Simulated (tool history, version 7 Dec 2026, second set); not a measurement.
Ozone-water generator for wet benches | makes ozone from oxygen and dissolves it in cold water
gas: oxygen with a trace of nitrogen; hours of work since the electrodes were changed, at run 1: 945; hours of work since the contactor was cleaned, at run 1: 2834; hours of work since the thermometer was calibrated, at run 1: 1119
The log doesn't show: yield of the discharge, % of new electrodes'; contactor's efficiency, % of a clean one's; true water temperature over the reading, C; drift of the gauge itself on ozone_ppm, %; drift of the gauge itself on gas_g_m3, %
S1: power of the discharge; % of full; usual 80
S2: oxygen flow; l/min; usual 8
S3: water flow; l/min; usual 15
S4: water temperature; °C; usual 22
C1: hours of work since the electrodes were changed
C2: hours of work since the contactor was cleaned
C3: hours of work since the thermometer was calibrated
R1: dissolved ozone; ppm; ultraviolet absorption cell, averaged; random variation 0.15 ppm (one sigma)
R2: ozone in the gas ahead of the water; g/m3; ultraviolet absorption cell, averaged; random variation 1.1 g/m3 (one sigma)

| run | hour | S1 | S2 | S3 | S4 | C1 | C2 | C3 | R1 | R2 |
|---|---|---|---|---|---|---|---|---|---|---|
| 1 | 0 | 80 | 8 | 15 | 22 | 945 | 2834 | 1119 | 19.4 | 188.4 |
| 2 | 41.6 | 80 | 8 | 15 | 22 | 975 | 2864 | 1150 | 19.6 | 186.1 |
| 3 | 79.1 | 80 | 8 | 15 | 22 | 1002 | 2892 | 1177 | 19.2 | 188.2 |
| 4 | 123.2 | 80 | 8 | 15 | 22 | 1034 | 2924 | 1209 | 19.2 | 185.7 |
| 5 | 158 | 80 | 8 | 15 | 22 | 1060 | 2949 | 1234 | 19.7 | 187.2 |
| 6 | 183.5 | 80 | 8 | 15 | 22 | 1078 | 2968 | 1253 | 19.2 | 187.1 |
| 7 | 227.2 | 80 | 8 | 15 | 22 | 1110 | 2999 | 1285 | 19.3 | 186.4 |
| 8 | 272.2 | 80 | 8 | 15 | 19 | 1143 | 3032 | 1317 | 20.7 | 185.6 |
| 9 | 304.2 | 80 | 8 | 15 | 19 | 1166 | 3055 | 1341 | 20.3 | 185.1 |
| 10 | 339.8 | 80 | 8 | 15 | 19 | 1192 | 3081 | 1367 | 20.4 | 184.9 |
| 11 | 364.6 | 80 | 8 | 18 | 22 | 1210 | 3099 | 1385 | 17.2 | 184 |
| 12 | 400.8 | 80 | 8 | 15 | 22 | 1236 | 3126 | 1411 | 19.4 | 184.8 |
| 13 | 460.3 | 80 | 8 | 15 | 22 | 1280 | 3169 | 1454 | 19.4 | 185.7 |
| 14 | 503.1 | 80 | 8 | 15 | 22 | 1311 | 3200 | 1485 | 19.2 | 183.8 |
| 15 | 531.8 | 80 | 9.15 | 9 | 22 | 1331 | 3221 | 1506 | 24.4 | 174.8 |
| 16 | 592.2 | 88 | 9.84 | 9 | 29 | 1375 | 3265 | 1550 | 21.1 | 179.4 |
| 17 | 643.5 | 80 | 11.94 | 15 | 16 | 1413 | 3302 | 1587 | 21.4 | 157.2 |
| 18 | 699.2 | 68 | 13.39 | 15 | 29 | 1453 | 3343 | 1628 | 14 | 138.6 |
| 19 | 738.8 | 89 | 13.39 | 15 | 19 | 1482 | 3372 | 1657 | 20.7 | 156.5 |
| 20 | 790.9 | 72 | 13.15 | 17 | 29 | 1520 | 3409 | 1695 | 13.6 | 142.1 |
| 21 | 845.4 | 72 | 13.15 | 17 | 29 | 1560 | 3449 | 1734 | 13.6 | 141.2 |
| 22 | 897 | 72 | 12.86 | 17 | 29 | 1597 | 3487 | 1772 | 13.5 | 142.9 |
| 23 | 924.8 | 80 | 12.73 | 13 | 30 | 1617 | 3507 | 1792 | 16.1 | 151.7 |
| 24 | 969.9 | 80 | 12.73 | 13 | 30 | 1650 | 3540 | 1825 | 15.9 | 150.8 |
| 25 | 1008.9 | 83 | 8 | 15 | 25 | 1678 | 3568 | 1853 | 18.5 | 185.3 |
| 26 | 1048.2 | 83 | 13.16 | 23 | 25 | 1707 | 3597 | 1882 | 13.7 | 150.9 |
| 27 | 1081 | 83 | 13.16 | 23 | 25 | 1731 | 3620 | 1906 | 13.9 | 150.3 |
| 28 | 1117.4 | 80 | 10.43 | 15 | 21 | 1757 | 3647 | 1932 | 19.3 | 163.2 |

Measured less the same run without the tool's hidden state. The same run-to-run variation is in both; the gauge's scatter may not be:
| run | R2 |
|---|---|
| 1 | +0 |
| 2 | -0.2 |
| 3 | -0.3 |
| 4 | -0.5 |
| 5 | -0.6 |
| 6 | -0.7 |
| 7 | -0.9 |
| 8 | -1 |
| 9 | -1.2 |
| 10 | -1.3 |
| 11 | -1.4 |
| 12 | -1.5 |
| 13 | -1.8 |
| 14 | -1.9 |
| 15 | -1.9 |
| 16 | -2.2 |
| 17 | -2 |
| 18 | -2 |
| 19 | -2.3 |
| 20 | -2.3 |
| 21 | -2.4 |
| 22 | -2.6 |
| 23 | -2.8 |
| 24 | -3 |
| 25 | -3.8 |
| 26 | -3.3 |
| 27 | -3.3 |
| 28 | -3.7 |
R1: within 0.1 ppm of the measured result in every run.
